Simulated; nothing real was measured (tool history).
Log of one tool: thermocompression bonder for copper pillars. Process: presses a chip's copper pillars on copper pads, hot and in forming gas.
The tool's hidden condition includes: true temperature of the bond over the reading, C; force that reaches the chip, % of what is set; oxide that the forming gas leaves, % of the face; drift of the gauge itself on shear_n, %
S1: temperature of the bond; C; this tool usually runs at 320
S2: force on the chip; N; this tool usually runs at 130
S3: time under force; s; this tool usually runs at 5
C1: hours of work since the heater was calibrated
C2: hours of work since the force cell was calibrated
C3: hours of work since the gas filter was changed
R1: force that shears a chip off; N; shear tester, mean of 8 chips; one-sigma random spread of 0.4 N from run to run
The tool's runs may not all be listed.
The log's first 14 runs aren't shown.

{"run": 15, "day": 7.233, "S1": 334, "S2": 130, "S3": 5, "C1": 636, "C2": 324, "C3": 134, "R1": 86.9}
{"run": 16, "day": 7.896, "S1": 334, "S2": 130, "S3": 5, "C1": 645, "C2": 333, "C3": 143, "R1": 86.7}
{"run": 17, "day": 8.308, "S1": 320, "S2": 117, "S3": 5, "C1": 651, "C2": 339, "C3": 149, "R1": 72.7}
{"run": 18, "day": 8.704, "S1": 320, "S2": 117, "S3": 5, "C1": 657, "C2": 344, "C3": 155, "R1": 72.2}
{"run": 19, "day": 9.054, "S1": 320, "S2": 130, "S3": 5, "C1": 661, "C2": 349, "C3": 159, "R1": 78.4}
{"run": 20, "day": 9.35, "S1": 320, "S2": 130, "S3": 5, "C1": 665, "C2": 353, "C3": 163, "R1": 78.7}
{"run": 21, "day": 9.654, "S1": 331, "S2": 171, "S3": 7, "C1": 670, "C2": 357, "C3": 168, "R1": 104.7}
{"run": 22, "day": 9.979, "S1": 302, "S2": 154, "S3": 15, "C1": 674, "C2": 362, "C3": 172, "R1": 101.2}
{"day": 10.338, "done": "heater calibrated with a thermocouple chip"}
{"run": 23, "day": 10.358, "S1": 349, "S2": 83, "S3": 3, "C1": 0, "C2": 366, "C3": 176, "R1": 59.3}
{"run": 24, "day": 10.733, "S1": 320, "S2": 152, "S3": 3, "C1": 5, "C2": 371, "C3": 182, "R1": 78.0}
{"run": 25, "day": 11.088, "S1": 320, "S2": 152, "S3": 3, "C1": 10, "C2": 376, "C3": 187, "R1": 77.9}
{"run": 26, "day": 11.571, "S1": 294, "S2": 130, "S3": 5, "C1": 17, "C2": 383, "C3": 193, "R1": 65.6}
{"run": 27, "day": 12.088, "S1": 294, "S2": 130, "S3": 5, "C1": 24, "C2": 390, "C3": 200, "R1": 65.3}
{"run": 28, "day": 12.638, "S1": 320, "S2": 82, "S3": 6, "C1": 32, "C2": 398, "C3": 208, "R1": 58.9}
{"run": 29, "day": 13.0, "S1": 329, "S2": 163, "S3": 5, "C1": 37, "C2": 403, "C3": 213, "R1": 97.7}
{"run": 30, "day": 13.475, "S1": 324, "S2": 91, "S3": 3, "C1": 44, "C2": 409, "C3": 220, "R1": 52.4}
{"run": 31, "day": 13.792, "S1": 349, "S2": 91, "S3": 10, "C1": 48, "C2": 414, "C3": 224, "R1": 90.6}
{"run": 32, "day": 14.104, "S1": 333, "S2": 98, "S3": 6, "C1": 52, "C2": 418, "C3": 229, "R1": 75.6}
{"run": 33, "day": 14.621, "S1": 333, "S2": 98, "S3": 6, "C1": 60, "C2": 425, "C3": 236, "R1": 75.1}
{"run": 34, "day": 15.242, "S1": 333, "S2": 98, "S3": 6, "C1": 68, "C2": 434, "C3": 245, "R1": 75.3}
{"run": 35, "day": 15.729, "S1": 312, "S2": 130, "S3": 5, "C1": 75, "C2": 441, "C3": 251, "R1": 75.8}
{"run": 36, "day": 16.346, "S1": 320, "S2": 144, "S3": 4, "C1": 84, "C2": 449, "C3": 260, "R1": 80.5}
{"run": 37, "day": 16.683, "S1": 320, "S2": 144, "S3": 4, "C1": 88, "C2": 454, "C3": 265, "R1": 81.2}
{"run": 38, "day": 17.346, "S1": 320, "S2": 79, "S3": 11, "C1": 98, "C2": 463, "C3": 274, "R1": 69.1}
{"run": 39, "day": 17.942, "S1": 299, "S2": 128, "S3": 6, "C1": 106, "C2": 472, "C3": 282, "R1": 70.8}

Each row is a separate what-if for the run after 39, all from the same tool condition, not one after another. Results?
{"run": "A", "day": 18.604, "S1": 299, "S2": 169, "S3": 6, "C1": 115, "C2": 481, "C3": 291, "R1": "?"}
{"run": "B", "day": 18.604, "S1": 299, "S2": 128, "S3": 6, "C1": 115, "C2": 481, "C3": 291, "R1": "?"}
{"run": "C", "day": 18.604, "S1": 314, "S2": 81, "S3": 5, "C1": 115, "C2": 481, "C3": 291, "R1": "?"}
{"run": "D", "day": 18.604, "S1": 293, "S2": 128, "S3": 3, "C1": 115, "C2": 481, "C3": 291, "R1": "?"}
{"run": "E", "day": 18.604, "S1": 349, "S2": 128, "S3": 6, "C1": 115, "C2": 481, "C3": 291, "R1": "?"}

run=A R1=86.2
run=B R1=70.7
run=C R1=50.1
run=D R1=52.8
run=E R1=97.5
Had the tool no hidden state, the same runs would have come out as:
run=A R1=88.7
run=B R1=72.7
run=C R1=51.5
run=D R1=54.3
run=E R1=100.2
